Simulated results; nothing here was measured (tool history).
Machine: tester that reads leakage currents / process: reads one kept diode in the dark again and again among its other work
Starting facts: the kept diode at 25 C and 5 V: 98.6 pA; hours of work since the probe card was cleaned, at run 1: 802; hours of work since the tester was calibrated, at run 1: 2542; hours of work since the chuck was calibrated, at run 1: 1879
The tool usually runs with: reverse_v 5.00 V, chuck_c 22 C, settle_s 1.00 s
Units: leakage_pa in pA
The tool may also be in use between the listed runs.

| run | hour | reverse_v | chuck_c | settle_s | hours of work since the probe card was cleaned | hours of work since the tester was calibrated | hours of work since the chuck was calibrated | leakage_pa |
|---|---|---|---|---|---|---|---|---|
| 1 | 0.0 | 5.00 | 22 | 1.00 | 802 | 2542 | 1879 | 85.99 |
| 2 | 187.0 | 5.00 | 22 | 0.93 | 890 | 2629 | 1966 | 86.31 |
| 3 | 265.8 | 5.00 | 50 | 0.93 | 926 | 2666 | 2003 | 615.10 |
| 4 | 435.2 | 5.00 | 50 | 0.93 | 1006 | 2745 | 2082 | 615.40 |
| 5 | 616.6 | 5.00 | 50 | 0.93 | 1091 | 2830 | 2167 | 616.04 |
|  | 757.3 | chuck's temperature calibrated |
| 6 | 784.6 | 5.00 | 50 | 0.93 | 1168 | 2908 | 13 | 585.71 |
| 7 | 946.0 | 5.00 | 50 | 0.93 | 1244 | 2983 | 88 | 586.38 |
| 8 | 1087.2 | 5.00 | 50 | 0.93 | 1310 | 3050 | 154 | 589.23 |
| 9 | 1174.3 | 5.00 | 50 | 0.93 | 1351 | 3090 | 195 | 587.68 |
| 10 | 1355.5 | 5.00 | 50 | 0.93 | 1435 | 3175 | 280 | 587.70 |
| 11 | 1546.1 | 5.00 | 50 | 0.93 | 1525 | 3264 | 369 | 592.65 |
| 12 | 1697.8 | 5.00 | 50 | 0.93 | 1596 | 3335 | 440 | 593.35 |
| 13 | 1813.0 | 5.00 | 22 | 1.00 | 1650 | 3389 | 494 | 84.14 |
| 14 | 1981.5 | 5.00 | 22 | 1.00 | 1728 | 3468 | 573 | 84.74 |
| 15 | 2125.5 | 5.00 | 22 | 1.00 | 1796 | 3535 | 640 | 84.62 |
|  | 2230.6 | probe card cleaned and baked |
| 16 | 2307.9 | 5.00 | 22 | 1.00 | 36 | 3619 | 724 | 81.69 |
| 17 | 2470.7 | 5.00 | 21 | 1.00 | 112 | 3696 | 800 | 75.94 |
| 18 | 2634.5 | 5.00 | 21 | 1.00 | 189 | 3772 | 877 | 76.08 |
| 19 | 2806.6 | 5.00 | 21 | 1.00 | 270 | 3853 | 958 | 76.76 |
|  | 2919.0 | tester calibrated |
| 20 | 2942.3 | 12.06 | 22 | 1.00 | 332 | 11 | 1020 | 113.35 |
| 21 | 3113.3 | 18.49 | 55 | 1.00 | 412 | 91 | 1100 | 1254.04 |
| 22 | 3256.9 | 4.64 | 47 | 0.84 | 479 | 158 | 1167 | 486.43 |
| 23 | 3374.8 | 5.00 | 40 | 1.00 | 535 | 213 | 1223 | 309.98 |
| 24 | 3532.6 | 2.21 | 29 | 1.00 | 608 | 287 | 1296 | 109.36 |
| 25 | 3680.4 | 2.51 | 35 | 5.20 | 678 | 356 | 1366 | 175.09 |
| 26 | 3814.4 | 18.28 | 25 | 1.00 | 740 | 419 | 1428 | 167.97 |
| 27 | 3990.5 | 18.28 | 25 | 1.00 | 823 | 501 | 1511 | 168.84 |
| 28 | 4068.2 | 2.14 | 25 | 0.61 | 859 | 538 | 1547 | 81.37 |
| 29 | 4189.6 | 2.14 | 25 | 0.61 | 916 | 595 | 1604 | 81.70 |
| 30 | 4273.3 | 17.25 | 23 | 0.38 | 955 | 634 | 1643 | 156.06 |
| 31 | 4379.9 | 5.76 | 28 | 1.37 | 1005 | 684 | 1693 | 140.97 |
| 32 | 4558.8 | 3.95 | 44 | 1.37 | 1089 | 767 | 1777 | 384.18 |

What will run 33 give?
| 33 | 4738.8 | 7.82 | 21 | 1.37 | 1173 | 852 | 1861 | ? |

Run 33 measured leakage_pa 94.54 pA.
Minus the tool's unlogged condition, the same run would have read leakage_pa 85.48 pA.

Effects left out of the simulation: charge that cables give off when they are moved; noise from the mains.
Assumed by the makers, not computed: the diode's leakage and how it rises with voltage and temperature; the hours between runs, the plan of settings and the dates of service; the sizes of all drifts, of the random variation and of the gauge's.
